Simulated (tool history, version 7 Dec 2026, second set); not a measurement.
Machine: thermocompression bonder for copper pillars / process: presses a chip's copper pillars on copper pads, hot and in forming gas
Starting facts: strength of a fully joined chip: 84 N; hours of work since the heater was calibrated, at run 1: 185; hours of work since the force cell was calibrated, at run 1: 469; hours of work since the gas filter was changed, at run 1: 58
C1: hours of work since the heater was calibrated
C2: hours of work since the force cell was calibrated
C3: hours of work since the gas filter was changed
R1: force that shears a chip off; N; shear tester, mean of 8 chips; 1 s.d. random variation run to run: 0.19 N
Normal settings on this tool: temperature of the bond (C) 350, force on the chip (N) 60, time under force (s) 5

Run 1, hour 0.0: usual settings; C1 185; C2 469; C3 58. Result: R1 37.5 N.
Run 2, hour 10.1: usual settings but temperature of the bond (C) 373; C1 191; C2 475; C3 64. Result: R1 44.9 N.
Run 3, hour 17.7: usual settings but force on the chip (N) 90; C1 196; C2 480; C3 69. Result: R1 45.8 N.
Run 4, hour 29.0: usual settings; C1 203; C2 487; C3 76. Result: R1 37.2 N.
Run 5, hour 38.9: usual settings but temperature of the bond (C) 334; C1 209; C2 493; C3 82. Result: R1 32.3 N.
Run 6, hour 49.9: usual settings but temperature of the bond (C) 334; C1 216; C2 500; C3 89. Result: R1 31.9 N.
Run 7, hour 55.1: usual settings but temperature of the bond (C) 334; C1 220; C2 504; C3 93. Result: R1 32.3 N.
Run 8, hour 62.7: usual settings but temperature of the bond (C) 334; C1 225; C2 509; C3 97. Result: R1 32.1 N.
Run 9, hour 69.1: usual settings but temperature of the bond (C) 334; C1 229; C2 513; C3 101. Result: R1 32.1 N.
Run 10, hour 76.3: usual settings but force on the chip (N) 55; C1 233; C2 517; C3 106. Result: R1 35.2 N.
Run 11, hour 81.2: usual settings but force on the chip (N) 55; C1 236; C2 520; C3 109. Result: R1 35.3 N.
Run 12, hour 86.2: usual settings but force on the chip (N) 55; C1 240; C2 524; C3 112. Result: R1 35.5 N.
Run 13, hour 94.2: usual settings but force on the chip (N) 37; C1 245; C2 529; C3 117. Result: R1 28.2 N.
Run 14, hour 105.4: usual settings but temperature of the bond (C) 341, force on the chip (N) 78, time under force (s) 7; C1 252; C2 536; C3 125. Result: R1 43.8 N.
Run 15, hour 115.0: usual settings but temperature of the bond (C) 330, force on the chip (N) 55, time under force (s) 12; C1 258; C2 542; C3 131. Result: R1 40.7 N.
Run 16, hour 126.4: usual settings but temperature of the bond (C) 330, force on the chip (N) 55, time under force (s) 12; C1 265; C2 549; C3 138. Result: R1 40.7 N.
Run 17, hour 133.0: usual settings but temperature of the bond (C) 374, force on the chip (N) 55, time under force (s) 10; C1 269; C2 553; C3 142. Result: R1 53.2 N.
Run 18, hour 138.6: usual settings but temperature of the bond (C) 374, time under force (s) 13; C1 273; C2 557; C3 146. Result: R1 59.0 N.

3 ways to go on from here, each from the tool as it stands after run 18. What would each give?
Run A, hour 148.6: usual settings but temperature of the bond (C) 354; C1 279; C2 563; C3 152. Result: R1 ?.
Run B, hour 148.6: usual settings but temperature of the bond (C) 374, force on the chip (N) 57, time under force (s) 13; C1 279; C2 563; C3 152. Result: R1 ?.
Run C, hour 148.6: usual settings but force on the chip (N) 73; C1 279; C2 563; C3 152. Result: R1 ?.

run    R1
  A  38.2
  B  57.7
  C  40.6
With the hidden condition removed and each run's random variation left untouched, the same runs would have given:
run    R1
  A  38.7
  B  58.5
  C  41.2
